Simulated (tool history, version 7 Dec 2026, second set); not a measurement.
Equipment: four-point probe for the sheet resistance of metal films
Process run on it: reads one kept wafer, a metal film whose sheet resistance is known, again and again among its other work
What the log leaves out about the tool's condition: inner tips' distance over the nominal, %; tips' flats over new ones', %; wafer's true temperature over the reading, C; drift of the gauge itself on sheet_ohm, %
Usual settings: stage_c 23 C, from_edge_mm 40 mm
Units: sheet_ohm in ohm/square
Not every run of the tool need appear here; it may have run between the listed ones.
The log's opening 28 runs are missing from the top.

| run | hour | stage_c | from_edge_mm | touches since the probe head was changed | hours of work since the stage's thermometer was calibrated | sheet_ohm |
|---|---|---|---|---|---|---|
| 29 | 356.6 | 33 | 6 | 22760 | 448 | 12.160247 |
| 30 | 374.3 | 23 | 18 | 23329 | 456 | 12.113654 |
| 31 | 385.4 | 23 | 18 | 23686 | 462 | 12.113339 |
| 32 | 394.7 | 22 | 40 | 23986 | 466 | 12.109494 |
| 33 | 410.6 | 32 | 13 | 24497 | 474 | 12.121241 |
| 34 | 429.2 | 32 | 13 | 25097 | 483 | 12.122492 |
| 35 | 439.8 | 32 | 13 | 25436 | 488 | 12.120959 |
| 36 | 454.1 | 32 | 23 | 25896 | 495 | 12.11782 |
| 37 | 466.9 | 32 | 23 | 26309 | 502 | 12.114818 |

Each row is a separate what-if for the run after 37, all from the same tool condition, not one after another. Results?
| A | 478.7 | 32 | 20 | 26689 | 507 | ? |
| B | 478.7 | 19 | 26 | 26689 | 507 | ? |
| C | 478.7 | 25 | 12 | 26689 | 507 | ? |
| D | 478.7 | 22 | 8 | 26689 | 507 | ? |
| E | 478.7 | 33 | 23 | 26689 | 507 | ? |

| run | sheet_ohm |
|---|---|
| A | 12.112276 |
| B | 12.104536 |
| C | 12.119961 |
| D | 12.126809 |
| E | 12.117215 |
Without the tool's unlogged condition, the same runs would have read:
| run | sheet_ohm |
|---|---|
| A | 12.118994 |
| B | 12.111455 |
| C | 12.126792 |
| D | 12.133691 |
| E | 12.123921 |
